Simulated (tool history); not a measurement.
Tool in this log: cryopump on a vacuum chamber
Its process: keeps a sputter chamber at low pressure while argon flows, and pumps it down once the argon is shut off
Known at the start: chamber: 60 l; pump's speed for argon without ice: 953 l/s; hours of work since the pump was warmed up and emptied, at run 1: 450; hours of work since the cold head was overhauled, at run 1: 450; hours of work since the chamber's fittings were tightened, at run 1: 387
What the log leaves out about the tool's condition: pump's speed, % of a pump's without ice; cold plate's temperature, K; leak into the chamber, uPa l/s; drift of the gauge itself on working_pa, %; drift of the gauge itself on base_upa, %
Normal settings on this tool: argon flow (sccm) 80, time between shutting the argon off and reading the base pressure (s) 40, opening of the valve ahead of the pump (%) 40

| run | hour | argon flow (sccm) | time between shutting the argon off and reading the base pressure (s) | opening of the valve ahead of the pump (%) | hours of work since the pump was warmed up and emptied | hours of work since the cold head was overhauled | hours of work since the chamber's fittings were tightened | pressure while argon flows (Pa) | pressure after the wait (uPa) |
|---|---|---|---|---|---|---|---|---|---|
| 1 | 0 | 80 | 40 | 40 | 450 | 450 | 387 | 0.3746 | 3.09 |
| 2 | 30.3 | 80 | 40 | 40 | 477 | 477 | 414 | 0.3759 | 3.18 |
| 3 | 51.2 | 80 | 40 | 21 | 496 | 496 | 433 | 0.7048 | 3.12 |
| 4 | 82.1 | 80 | 40 | 40 | 523 | 523 | 461 | 0.3788 | 3.38 |
| 5 | 117.5 | 80 | 151 | 40 | 555 | 555 | 493 | 0.3787 | 2.41 |
| 6 | 140 | 125 | 151 | 40 | 575 | 575 | 513 | 0.5972 | 2.46 |
| 7 | 156.9 | 80 | 40 | 40 | 590 | 590 | 528 | 0.3787 | 3.39 |
| 8 | 184 | 80 | 40 | 40 | 615 | 615 | 552 | 0.3829 | 3.53 |
| 9 | 198.7 | 80 | 40 | 40 | 628 | 628 | 566 | 0.3825 | 3.71 |
|  | 207.6 | pump warmed up, emptied and cooled again |
| 10 | 223.5 | 80 | 40 | 40 | 14 | 646 | 583 | 0.3569 | 3.4 |
| 11 | 245.3 | 80 | 40 | 40 | 34 | 665 | 603 | 0.3557 | 3.36 |
| 12 | 280.9 | 80 | 40 | 19 | 66 | 697 | 635 | 0.754 | 3.51 |
| 13 | 299.8 | 80 | 40 | 19 | 83 | 714 | 652 | 0.7561 | 3.6 |
| 14 | 320.5 | 80 | 40 | 40 | 101 | 733 | 671 | 0.3609 | 3.6 |
| 15 | 349.7 | 69 | 40 | 40 | 128 | 759 | 697 | 0.3104 | 3.73 |
| 16 | 373.3 | 69 | 40 | 40 | 149 | 780 | 718 | 0.3137 | 3.79 |
| 17 | 400.6 | 69 | 21 | 22 | 173 | 805 | 743 | 0.5656 | 5.18 |
| 18 | 428.5 | 69 | 267 | 47 | 198 | 830 | 768 | 0.2703 | 2.82 |
| 19 | 452.5 | 144 | 24 | 33 | 220 | 851 | 789 | 0.7945 | 4.86 |
| 20 | 483.2 | 144 | 24 | 33 | 248 | 879 | 817 | 0.7971 | 5.06 |
| 21 | 506.5 | 41 | 40 | 40 | 269 | 900 | 838 | 0.1885 | 4.34 |
| 22 | 528.5 | 80 | 40 | 18 | 288 | 920 | 857 | 0.8079 | 4.37 |
| 23 | 563.2 | 80 | 40 | 60 | 319 | 951 | 889 | 0.2515 | 4.31 |
| 24 | 585.2 | 80 | 32 | 26 | 339 | 971 | 908 | 0.5633 | 4.79 |
| 25 | 607.4 | 80 | 153 | 17 | 359 | 991 | 928 | 0.8586 | 3.44 |
| 26 | 626.7 | 80 | 205 | 20 | 376 | 1008 | 946 | 0.7317 | 3.53 |
| 27 | 646.5 | 80 | 29 | 60 | 394 | 1026 | 963 | 0.2549 | 5.17 |

Each row is a separate what-if for the run after 27, all from the same tool condition, not one after another. Results?
| A | 664.3 | 41 | 29 | 50 | 410 | 1042 | 979 | ? | ? |
| B | 664.3 | 113 | 22 | 60 | 410 | 1042 | 979 | ? | ? |
| C | 664.3 | 80 | 40 | 60 | 410 | 1042 | 979 | ? | ? |

| run | pressure while argon flows (Pa) | pressure after the wait (uPa) |
|---|---|---|
| A | 0.1553 | 5.38 |
| B | 0.3613 | 5.82 |
| C | 0.2556 | 4.78 |
The same runs, with their run-to-run variation unchanged, on a tool lacking any hidden condition would have given:
| run | pressure while argon flows (Pa) | pressure after the wait (uPa) |
|---|---|---|
| A | 0.1455 | 2.27 |
| B | 0.3342 | 2.81 |
| C | 0.2364 | 1.7 |

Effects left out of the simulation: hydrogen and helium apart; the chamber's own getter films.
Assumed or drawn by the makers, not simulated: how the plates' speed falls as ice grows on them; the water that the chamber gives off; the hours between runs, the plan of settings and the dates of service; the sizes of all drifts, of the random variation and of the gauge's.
